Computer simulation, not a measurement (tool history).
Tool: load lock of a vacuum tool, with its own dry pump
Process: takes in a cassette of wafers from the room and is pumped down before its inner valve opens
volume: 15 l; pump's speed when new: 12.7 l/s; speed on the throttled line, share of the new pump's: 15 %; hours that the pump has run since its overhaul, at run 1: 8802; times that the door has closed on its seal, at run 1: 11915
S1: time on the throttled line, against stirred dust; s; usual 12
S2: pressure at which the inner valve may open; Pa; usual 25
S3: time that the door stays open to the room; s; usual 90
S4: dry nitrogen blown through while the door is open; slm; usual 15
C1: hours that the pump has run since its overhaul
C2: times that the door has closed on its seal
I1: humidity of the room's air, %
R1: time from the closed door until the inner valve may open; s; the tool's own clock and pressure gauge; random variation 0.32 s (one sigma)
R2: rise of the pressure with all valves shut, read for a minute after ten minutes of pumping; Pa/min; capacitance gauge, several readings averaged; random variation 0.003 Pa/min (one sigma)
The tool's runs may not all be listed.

| run | hour | S1 | S2 | S3 | S4 | C1 | C2 | I1 | R1 | R2 |
|---|---|---|---|---|---|---|---|---|---|---|
| 1 | 0.0 | 12 | 25 | 90 | 15 | 8802 | 11915 | 46.0 | 21.5 | 0.215 |
| 2 | 229.9 | 16 | 25 | 90 | 15 | 9032 | 12967 | 44.0 | 25.2 | 0.231 |
| 3 | 461.6 | 16 | 25 | 90 | 15 | 9263 | 14027 | 46.0 | 25.3 | 0.253 |
| 4 | 644.5 | 16 | 25 | 90 | 15 | 9446 | 14864 | 43.8 | 25.8 | 0.267 |
| 5 | 915.1 | 16 | 25 | 90 | 15 | 9717 | 16103 | 45.5 | 25.8 | 0.294 |
| 6 | 1201.8 | 16 | 25 | 90 | 15 | 10004 | 17415 | 43.3 | 25.5 | 0.333 |
| 7 | 1485.7 | 16 | 25 | 90 | 15 | 10288 | 18714 | 47.5 | 25.7 | 0.350 |
| 8 | 1750.1 | 12 | 25 | 90 | 8 | 10552 | 19924 | 45.6 | 23.4 | 0.371 |
| 9 | 2069.5 | 12 | 25 | 90 | 8 | 10871 | 21385 | 43.8 | 22.5 | 0.424 |
| 10 | 2295.2 | 12 | 25 | 90 | 8 | 11097 | 22418 | 44.3 | 23.1 | 0.449 |
| 11 | 2489.4 | 12 | 25 | 90 | 15 | 11291 | 23307 | 45.3 | 22.4 | 0.463 |
| 12 | 2674.5 | 12 | 25 | 90 | 15 | 11476 | 24154 | 44.0 | 22.6 | 0.494 |
| 13 | 2967.8 | 12 | 25 | 90 | 15 | 11770 | 25496 | 47.4 | 23.4 | 0.529 |
| 14 | 3183.0 | 12 | 25 | 90 | 15 | 11985 | 26481 | 43.8 | 22.8 | 0.549 |
| 15 | 3375.9 | 12 | 25 | 90 | 15 | 12178 | 27364 | 46.2 | 22.8 | 0.579 |
| 16 | 3637.3 | 12 | 25 | 31 | 15 | 12439 | 28560 | 45.5 | 23.0 | 0.606 |
|  | 3796.7 | dry pump taken out, an overhauled one fitted |
| 17 | 3955.2 | 12 | 25 | 31 | 15 | 159 | 29987 | 45.1 | 19.8 | 0.659 |
| 18 | 4205.9 | 12 | 25 | 31 | 15 | 409 | 31134 | 41.8 | 19.9 | 0.685 |
|  | 4419.8 | door's seal changed, seat wiped |
| 19 | 4508.1 | 12 | 19 | 31 | 15 | 710 | 404 | 47.8 | 20.4 | 0.031 |
| 20 | 4823.2 | 13 | 25 | 60 | 12 | 1025 | 1846 | 42.0 | 20.9 | 0.052 |
| 21 | 5056.7 | 8 | 25 | 60 | 39 | 1259 | 2914 | 46.3 | 17.0 | 0.058 |
| 22 | 5365.2 | 12 | 32 | 88 | 15 | 1567 | 4326 | 45.3 | 20.4 | 0.087 |
| 23 | 5673.0 | 12 | 28 | 101 | 15 | 1875 | 5735 | 45.5 | 20.0 | 0.108 |
| 24 | 5921.1 | 12 | 28 | 99 | 6 | 2123 | 6870 | 43.4 | 20.5 | 0.130 |
| 25 | 6192.5 | 14 | 28 | 113 | 5 | 2394 | 8112 | 42.3 | 21.7 | 0.151 |
| 26 | 6340.3 | 14 | 28 | 113 | 5 | 2542 | 8788 | 42.7 | 22.2 | 0.162 |
| 27 | 6593.6 | 12 | 25 | 90 | 19 | 2795 | 9947 | 44.0 | 20.9 | 0.148 |
| 28 | 6891.7 | 12 | 44 | 117 | 21 | 3094 | 11311 | 45.0 | 20.1 | 0.183 |
| 29 | 7176.8 | 8 | 25 | 30 | 6 | 3379 | 12616 | 45.5 | 17.9 | 0.186 |
| 30 | 7467.3 | 24 | 43 | 98 | 15 | 3669 | 13946 | 44.9 | 29.9 | 0.237 |
| 31 | 7687.9 | 24 | 43 | 98 | 15 | 3890 | 14955 | 44.1 | 30.4 | 0.257 |
| 32 | 7903.8 | 6 | 25 | 90 | 25 | 4106 | 15943 | 41.8 | 15.1 | 0.256 |
| 33 | 8057.6 | 6 | 25 | 90 | 25 | 4259 | 16646 | 44.9 | 15.8 | 0.276 |
| 34 | 8270.1 | 6 | 25 | 90 | 25 | 4472 | 17619 | 45.2 | 16.2 | 0.288 |
| 35 | 8410.8 | 6 | 25 | 90 | 25 | 4613 | 18263 | 48.7 | 16.7 | 0.317 |
| 36 | 8707.8 | 10 | 25 | 193 | 25 | 4910 | 19622 | 48.7 | 20.0 | 0.377 |
| 37 | 9014.3 | 10 | 25 | 193 | 25 | 5216 | 21024 | 48.5 | 20.0 | 0.412 |

Hidden state at the last listed run before each entry between runs and at the first one after, where it differs:
Between runs 16 and 17: dry pump taken out, an overhauled one fitted (hour 3796.7)
  pump's speed, % of a new pump's: 72.5 -> 100.2; leak at the door's seal, Pa l/s: 0.1463 -> 0.1594
  measured less the result without the state, R1: +3.1 -> +0.0 s; R2: +0.584 -> +0.634 Pa/min
Between runs 18 and 19: door's seal changed, seat wiped (hour 4419.8)
  pump's speed, % of a new pump's: 99.7 -> 99; leak at the door's seal, Pa l/s: 0.1701 -> 0.0036
  measured less the result without the state, R1: +0.1 -> +0.1 s; R2: +0.660 -> +0.006 Pa/min
